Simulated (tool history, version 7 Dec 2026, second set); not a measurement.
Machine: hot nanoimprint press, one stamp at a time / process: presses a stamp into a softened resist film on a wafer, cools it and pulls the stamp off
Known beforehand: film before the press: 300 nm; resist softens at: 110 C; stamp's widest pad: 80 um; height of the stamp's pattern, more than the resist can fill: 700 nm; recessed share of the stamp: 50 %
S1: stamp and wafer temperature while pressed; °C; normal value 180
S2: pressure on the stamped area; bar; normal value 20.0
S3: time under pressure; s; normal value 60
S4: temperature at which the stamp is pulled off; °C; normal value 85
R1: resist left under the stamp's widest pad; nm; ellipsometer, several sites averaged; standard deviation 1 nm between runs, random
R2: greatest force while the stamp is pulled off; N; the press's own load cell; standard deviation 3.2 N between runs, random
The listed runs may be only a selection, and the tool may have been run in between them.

{"run": 1, "hour": 0.0, "S1": 180, "S2": 20.0, "S3": 60, "S4": 85, "R1": 153.9, "R2": 186}
{"run": 2, "hour": 18.5, "S1": 180, "S2": 20.0, "S3": 60, "S4": 85, "R1": 157.7, "R2": 185}
{"run": 3, "hour": 35.6, "S1": 180, "S2": 20.0, "S3": 60, "S4": 85, "R1": 154.1, "R2": 156}
{"run": 4, "hour": 49.9, "S1": 180, "S2": 20.0, "S3": 60, "S4": 85, "R1": 155.9, "R2": 156}
{"run": 5, "hour": 58.6, "S1": 180, "S2": 21.7, "S3": 60, "S4": 85, "R1": 149.4, "R2": 158}
{"run": 6, "hour": 72.3, "S1": 180, "S2": 21.7, "S3": 60, "S4": 85, "R1": 148.3, "R2": 157}
{"run": 7, "hour": 85.0, "S1": 180, "S2": 21.7, "S3": 60, "S4": 85, "R1": 149.8, "R2": 163}
{"run": 8, "hour": 100.1, "S1": 180, "S2": 21.7, "S3": 60, "S4": 85, "R1": 150.8, "R2": 167}
{"run": 9, "hour": 113.8, "S1": 180, "S2": 21.7, "S3": 60, "S4": 85, "R1": 148.9, "R2": 163}
{"run": 10, "hour": 127.8, "S1": 180, "S2": 21.7, "S3": 60, "S4": 85, "R1": 150.4, "R2": 167}
{"run": 11, "hour": 145.9, "S1": 180, "S2": 21.7, "S3": 60, "S4": 85, "R1": 150.6, "R2": 174}
{"run": 12, "hour": 156.8, "S1": 180, "S2": 21.7, "S3": 40, "S4": 85, "R1": 172.1, "R2": 174}
{"run": 13, "hour": 166.7, "S1": 180, "S2": 21.7, "S3": 40, "S4": 85, "R1": 171.3, "R2": 172}
{"run": 14, "hour": 180.5, "S1": 180, "S2": 21.7, "S3": 40, "S4": 85, "R1": 174.6, "R2": 173}
{"run": 15, "hour": 192.6, "S1": 180, "S2": 20.0, "S3": 52, "S4": 85, "R1": 166.0, "R2": 169}
{"run": 16, "hour": 212.2, "S1": 180, "S2": 20.0, "S3": 52, "S4": 85, "R1": 166.0, "R2": 186}
{"run": 17, "hour": 220.3, "S1": 184, "S2": 20.0, "S3": 52, "S4": 85, "R1": 141.3, "R2": 186}
{"run": 18, "hour": 237.1, "S1": 169, "S2": 22.3, "S3": 43, "S4": 80, "R1": 242.6, "R2": 213}
{"run": 19, "hour": 249.8, "S1": 169, "S2": 22.3, "S3": 43, "S4": 80, "R1": 240.5, "R2": 219}
{"run": 20, "hour": 273.6, "S1": 169, "S2": 22.3, "S3": 43, "S4": 80, "R1": 240.8, "R2": 174}
{"run": 21, "hour": 283.0, "S1": 169, "S2": 15.3, "S3": 37, "S4": 80, "R1": 267.7, "R2": 178}
{"run": 22, "hour": 293.4, "S1": 174, "S2": 19.0, "S3": 36, "S4": 81, "R1": 229.5, "R2": 172}
{"run": 23, "hour": 308.7, "S1": 174, "S2": 19.0, "S3": 36, "S4": 81, "R1": 227.6, "R2": 185}
{"run": 24, "hour": 319.6, "S1": 174, "S2": 19.0, "S3": 95, "S4": 81, "R1": 183.9, "R2": 179}
{"run": 25, "hour": 332.7, "S1": 174, "S2": 19.0, "S3": 95, "S4": 81, "R1": 183.1, "R2": 184}
{"run": 26, "hour": 348.9, "S1": 174, "S2": 19.0, "S3": 95, "S4": 81, "R1": 183.4, "R2": 184}
{"run": 27, "hour": 363.2, "S1": 174, "S2": 19.0, "S3": 95, "S4": 81, "R1": 183.0, "R2": 185}
{"run": 28, "hour": 375.0, "S1": 192, "S2": 23.1, "S3": 95, "S4": 77, "R1": 76.7, "R2": 212}
{"run": 29, "hour": 389.6, "S1": 178, "S2": 23.9, "S3": 81, "S4": 77, "R1": 146.0, "R2": 212}
{"run": 30, "hour": 402.9, "S1": 178, "S2": 23.9, "S3": 50, "S4": 86, "R1": 170.0, "R2": 169}

Taken out of this log: 2 entries between the listed runs. Where each belongs, and how the hidden state differs across it:
Runs 2 to 3: stamp cleaned and given a new release coat (hour 35.3)
  true temperature over the reading, C: -0.22 -> -0.24; pressure that arrives at the usual setting, %: 98.35 -> 98.28; grip of the stamp's worn release coat, % over a new coat's: 24.6 -> 0
  measured minus no-state result, R1: +2.8 -> +3.0 nm; R2: +37 -> +1 N
Runs 19 to 20: stamp cleaned and given a new release coat (hour 269.4)
  true temperature over the reading, C: -0.61 -> -0.64; pressure that arrives at the usual setting, %: 96.85 -> 96.74; grip of the stamp's worn release coat, % over a new coat's: 24.3 -> 0.4
  measured minus no-state result, R1: +6.3 -> +6.6 nm; R2: +45 -> +3 N

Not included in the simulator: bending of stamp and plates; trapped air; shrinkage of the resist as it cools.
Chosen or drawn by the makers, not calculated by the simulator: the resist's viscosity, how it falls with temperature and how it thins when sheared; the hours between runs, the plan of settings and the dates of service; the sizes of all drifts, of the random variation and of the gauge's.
